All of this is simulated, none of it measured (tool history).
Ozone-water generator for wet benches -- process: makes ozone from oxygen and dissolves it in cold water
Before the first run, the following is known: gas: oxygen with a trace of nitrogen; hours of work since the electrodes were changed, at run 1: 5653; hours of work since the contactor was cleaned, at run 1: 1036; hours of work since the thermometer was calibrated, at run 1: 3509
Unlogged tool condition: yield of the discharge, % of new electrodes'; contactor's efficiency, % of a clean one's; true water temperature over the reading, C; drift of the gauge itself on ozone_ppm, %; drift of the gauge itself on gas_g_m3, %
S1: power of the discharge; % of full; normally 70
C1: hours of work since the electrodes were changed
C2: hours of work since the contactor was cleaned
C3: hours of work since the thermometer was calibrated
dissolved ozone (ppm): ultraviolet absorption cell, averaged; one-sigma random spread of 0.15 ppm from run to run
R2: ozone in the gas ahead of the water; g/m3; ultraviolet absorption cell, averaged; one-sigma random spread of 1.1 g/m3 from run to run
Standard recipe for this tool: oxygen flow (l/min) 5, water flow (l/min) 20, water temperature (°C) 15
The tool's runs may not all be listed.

Run 1, hour 0: usual settings; C1 5653; C2 1036; C3 3509. Result: dissolved ozone (ppm) 14.4, R2 149.4 g/m3.
Run 2, hour 121.2: usual settings; C1 5762; C2 1146; C3 3618. Result: dissolved ozone (ppm) 14.3, R2 150.2 g/m3.
Run 3, hour 223.4: usual settings; C1 5854; C2 1238; C3 3710. Result: dissolved ozone (ppm) 14.2, R2 150.8 g/m3.
Run 4, hour 334: usual settings but water temperature (°C) 20; C1 5954; C2 1337; C3 3810. Result: dissolved ozone (ppm) 13.3, R2 147.9 g/m3.
Run 5, hour 517.3: usual settings but water temperature (°C) 20; C1 6119; C2 1503; C3 3975. Result: dissolved ozone (ppm) 13, R2 146.9 g/m3.
Run 6, hour 650.6: usual settings; C1 6239; C2 1623; C3 4095. Result: dissolved ozone (ppm) 13.6, R2 146.9 g/m3.
Run 7, hour 760.4: usual settings but water temperature (°C) 12; C1 6338; C2 1722; C3 4194. Result: dissolved ozone (ppm) 14.2, R2 146 g/m3.
Run 8, hour 849.2: usual settings but oxygen flow (l/min) 2.55; C1 6418; C2 1802; C3 4274. Result: dissolved ozone (ppm) 12.7, R2 210.5 g/m3.
Run 9, hour 1032.9: usual settings but oxygen flow (l/min) 2.55; C1 6584; C2 1968; C3 4440. Result: dissolved ozone (ppm) 12.6, R2 212.4 g/m3.
Run 10, hour 1193.8: usual settings but water flow (l/min) 19; C1 6729; C2 2113; C3 4585. Result: dissolved ozone (ppm) 13.9, R2 144.1 g/m3.

The next listed run, before its measurement:
Run 11, hour 1354.5: usual settings but S1 88 % of full, oxygen flow (l/min) 6.91, water flow (l/min) 19; C1 6874; C2 2258; C3 4730. Result: dissolved ozone (ppm) ?, R2 ?.

Run 11 yielded dissolved ozone (ppm) 14.8, R2 129.1 g/m3.
Minus the tool's unlogged condition, the same run would have read dissolved ozone (ppm) 20.7, R2 174.6 g/m3.
